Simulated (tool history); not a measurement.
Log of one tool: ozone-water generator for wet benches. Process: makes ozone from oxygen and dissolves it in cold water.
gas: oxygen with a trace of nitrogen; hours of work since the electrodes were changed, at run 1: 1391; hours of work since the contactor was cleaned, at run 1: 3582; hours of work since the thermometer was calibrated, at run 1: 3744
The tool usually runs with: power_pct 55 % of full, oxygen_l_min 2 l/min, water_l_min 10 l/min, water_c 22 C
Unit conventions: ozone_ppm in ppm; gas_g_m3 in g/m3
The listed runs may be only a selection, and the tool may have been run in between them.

run     day  power_pct  oxygen_l_min  water_l_min  water_c  hours of work since the electrodes were changed  hours of work since the contactor was cleaned  hours of work since the thermometer was calibrated  ozone_ppm  gas_g_m3
  1       0         55             2           10       22                                             1391                                           3582                                                3744       13.6     169.8
  2    3.25         55             2           10       22                                             1448                                           3639                                                3802       13.8       172
  3   5.529         55             2           10       22                                             1489                                           3679                                                3842       13.7     170.7
  4   8.358         55             2           10       22                                             1538                                           3729                                                3891       13.8     171.8
  5  10.271         55             2           10       22                                             1572                                           3763                                                3925         14     170.9
     11.762  -- water thermometer calibrated
  6  12.338         55             2           10       22                                             1608                                           3799                                                  10         14     169.5
  7  13.825         55             2           10       22                                             1634                                           3825                                                  36       13.7     171.2
  8  15.725         55             2           10       22                                             1668                                           3859                                                  70       13.7     170.9
  9  18.654         55             2           10       22                                             1719                                           3910                                                 121       13.7     168.6
 10  20.146         55             2           10       22                                             1746                                           3936                                                 148       13.8     169.3
 11  22.283         55             2           10       22                                             1783                                           3974                                                 185       13.9     171.1
 12  25.058         55             2           10       22                                             1832                                           4023                                                 234       13.8     168.6
 13  27.888         55             2           10       22                                             1882                                           4073                                                 284       13.6     168.3
 14  30.996         55             2           10       22                                             1937                                           4127                                                 339       13.5     168.4
 15  34.433         55             2           10       22                                             1997                                           4188                                                 399       13.4     168.3
 16  36.517         55             2           10       22                                             2034                                           4225                                                 436       13.5       168
 17  39.296         55             2           10       22                                             2083                                           4274                                                 485       13.7     168.9
 18  41.192         55             2           10       22                                             2116                                           4307                                                 518       13.4     169.6
 19  42.575         55             2           10       22                                             2140                                           4331                                                 542       13.4       166
 20  45.158         55             2           10       22                                             2186                                           4377                                                 588       13.7     167.6
 21  48.338         76             2            8       15                                             2242                                           4433                                                 644       22.2     207.2
 22  50.762         52             2           10       18                                             2285                                           4475                                                 687       13.5     161.7
 23  53.417         51          1.65           15       27                                             2331                                           4522                                                 733        7.7     178.1
 24  56.842         51          2.43           15       27                                             2392                                           4582                                                 794        7.8     141.1
 25  59.654         55             2           11       22                                             2441                                           4632                                                 843       12.2     167.4
 26  62.996         55          2.97           14       22                                             2500                                           4691                                                 902        9.8     133.5
 27  65.596         42           3.6           14       16                                             2546                                           4737                                                 948        8.9      98.6
 28  67.196         42           3.6           14       16                                             2574                                           4765                                                 976        8.7     100.1
 29  70.371         42           3.6           14       16                                             2630                                           4821                                                1032        8.8      99.8
 30  71.846         42           3.6           16       21                                             2656                                           4847                                                1058        7.1      99.8
 31   73.95         42           3.6           16       21                                             2693                                           4884                                                1095        7.3      99.7
 32  76.488         42           3.6           16       21                                             2737                                           4928                                                1139        7.1      98.7
 33  78.625         42           3.6            8       27                                             2775                                           4966                                                1177       11.3     100.1

For some of the steps in ozone_ppm from one run to the next: how much would appear even if the tool had no hidden state, given the settings, what came in and random variation, and how much remains for the hidden state plus any gauge scatter that the measured result and the result without hidden state don't share?
Hidden state present: yield of the discharge, % of new electrodes'; contactor's efficiency, % of a clean one's; true water temperature over the reading, C; drift of the gauge itself on ozone_ppm, %; drift of the gauge itself on gas_g_m3, %.
Run 20 -> 21: power_pct 55 -> 76, water_l_min 10 -> 8, water_c 22 -> 15. ozone_ppm +8.5 ppm: hidden state -1.4, all else +9.9.
Run 21 -> 22: power_pct 76 -> 52, water_l_min 8 -> 10, water_c 15 -> 18. ozone_ppm -8.7 ppm: hidden state +1.3, all else -10.
Run 22 -> 23: power_pct 52 -> 51, oxygen_l_min 2 -> 1.65, water_l_min 10 -> 15, water_c 18 -> 27. ozone_ppm -5.8 ppm: hidden state +0.6, all else -6.4.

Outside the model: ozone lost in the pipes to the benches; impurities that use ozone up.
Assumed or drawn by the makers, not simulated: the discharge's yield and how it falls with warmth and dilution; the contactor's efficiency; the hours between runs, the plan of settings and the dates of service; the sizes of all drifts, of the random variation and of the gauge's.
